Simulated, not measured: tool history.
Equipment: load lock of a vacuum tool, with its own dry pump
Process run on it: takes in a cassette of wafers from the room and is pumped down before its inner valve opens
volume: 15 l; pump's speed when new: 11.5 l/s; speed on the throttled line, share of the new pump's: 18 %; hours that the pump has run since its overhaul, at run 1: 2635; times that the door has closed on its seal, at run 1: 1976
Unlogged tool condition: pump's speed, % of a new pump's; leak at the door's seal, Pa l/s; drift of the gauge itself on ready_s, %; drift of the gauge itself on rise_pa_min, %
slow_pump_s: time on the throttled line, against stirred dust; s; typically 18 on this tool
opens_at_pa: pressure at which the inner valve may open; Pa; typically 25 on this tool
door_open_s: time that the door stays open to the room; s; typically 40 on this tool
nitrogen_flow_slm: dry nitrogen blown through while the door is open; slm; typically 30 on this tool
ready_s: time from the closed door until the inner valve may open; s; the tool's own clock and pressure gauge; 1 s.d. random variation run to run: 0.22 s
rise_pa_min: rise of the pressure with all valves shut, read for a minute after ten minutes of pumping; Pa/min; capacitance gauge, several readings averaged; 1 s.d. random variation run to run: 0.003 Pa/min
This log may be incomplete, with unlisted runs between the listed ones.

run,day,slow_pump_s,opens_at_pa,door_open_s,nitrogen_flow_slm,hours that the pump has run since its overhaul,times that the door has closed on its seal,"incoming humidity of the room's air, %",ready_s,rise_pa_min
1,0.000,18,25,40,30,2635,1976,48.7,25.9,0.036
2,7.733,18,25,40,30,2821,2884,42.0,25.7,0.034
3,12.004,18,25,40,30,2923,3385,45.4,25.7,0.039
4,20.242,18,25,40,30,3121,4353,40.4,25.8,0.038
5,28.196,18,25,40,30,3312,5287,45.0,26.3,0.042
6,35.338,18,25,40,30,3483,6126,43.8,25.9,0.036
7,39.954,18,25,40,30,3594,6668,46.0,26.3,0.042
8,48.508,18,44,40,30,3799,7673,46.1,25.1,0.045
9,55.271,18,44,40,30,3962,8468,47.2,25.1,0.051
10,63.962,18,44,40,30,4170,9488,38.9,25.2,0.044
11,69.825,28,25,40,10,4311,10177,46.4,34.1,0.064
12,74.692,18,22,40,23,4428,10749,43.9,26.3,0.051
13,81.871,18,22,40,23,4600,11592,45.2,26.4,0.058
14,85.696,18,22,203,23,4692,12041,48.0,26.3,0.141
15,91.550,18,22,203,23,4832,12729,46.7,26.4,0.133
16,95.842,18,22,203,23,4935,13233,46.0,26.5,0.133
17,99.883,18,22,203,23,5032,13708,46.1,26.1,0.139
18,105.208,18,22,203,23,5160,14333,42.4,26.0,0.130
19,111.308,18,25,70,8,5307,15049,43.6,26.2,0.099

Below are 3 alternative next runs, each starting from the tool's condition after run 19. Predict each:
A,119.000,12,25,70,8,5491,15953,41.9,?,?
B,119.000,36,21,157,8,5491,15953,43.9,?,?
C,119.000,18,41,40,30,5491,15953,47.1,?,?

run,ready_s,rise_pa_min
A,21.2,0.106
B,40.6,0.162
C,25.6,0.069
With no hidden state in the tool, these same runs would have given:
run,ready_s,rise_pa_min
A,20.7,0.069
B,40.3,0.125
C,25.2,0.032
